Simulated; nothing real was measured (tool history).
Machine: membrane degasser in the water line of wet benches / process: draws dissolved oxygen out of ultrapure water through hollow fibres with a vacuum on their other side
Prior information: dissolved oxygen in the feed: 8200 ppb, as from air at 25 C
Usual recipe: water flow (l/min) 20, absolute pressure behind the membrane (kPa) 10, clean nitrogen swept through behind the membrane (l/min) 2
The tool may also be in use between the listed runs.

run    hour  water flow (l/min)  absolute pressure behind the membrane (kPa)  clean nitrogen swept through behind the membrane (l/min)  dissolved oxygen in the water behind the degasser (ppb)  pressure that the water loses in the fibres (kPa)
  1       0                  20                                           10                                                         2                                                    185.9                                              61.21
  2     294                  20                                           10                                                         2                                                    186.5                                              61.15
  3     450                  20                                         14.2                                                         2                                                    278.3                                              61.56
  4     741                  20                                         14.2                                                         2                                                    279.6                                              61.01
  5     887                  20                                         14.2                                                         2                                                    281.3                                              61.42
      952.4  -- membrane cartridge changed
  6  1096.4                  20                                         14.2                                                         2                                                    281.5                                              61.55
  7  1340.3                  20                                           11                                                       1.4                                                    279.1                                              61.44
     1361.3  -- vacuum gauge calibrated
  8  1671.6                  13                                           21                                                       1.6                                                    336.7                                              39.88
  9  1986.2                  13                                           21                                                       1.6                                                    336.5                                              39.77
     2194.4  -- seals of the vacuum lines changed
 10  2283.4                  13                                         10.9                                                      2.63                                                     93.7                                              39.91
 11  2560.4                  19                                         10.9                                                      3.57                                                      121                                               57.9

The next listed run, before its measurement:
 12  2871.9                  19                                         10.9                                                      3.57                                                        ?                                                  ?

dissolved oxygen in the water behind the degasser (ppb): 122
pressure that the water loses in the fibres (kPa): 58.46
Were there no unlogged condition in the tool, this run, its random variation unchanged, would have produced dissolved oxygen in the water behind the degasser (ppb) 121.9, pressure that the water loses in the fibres (kPa) 58.45.
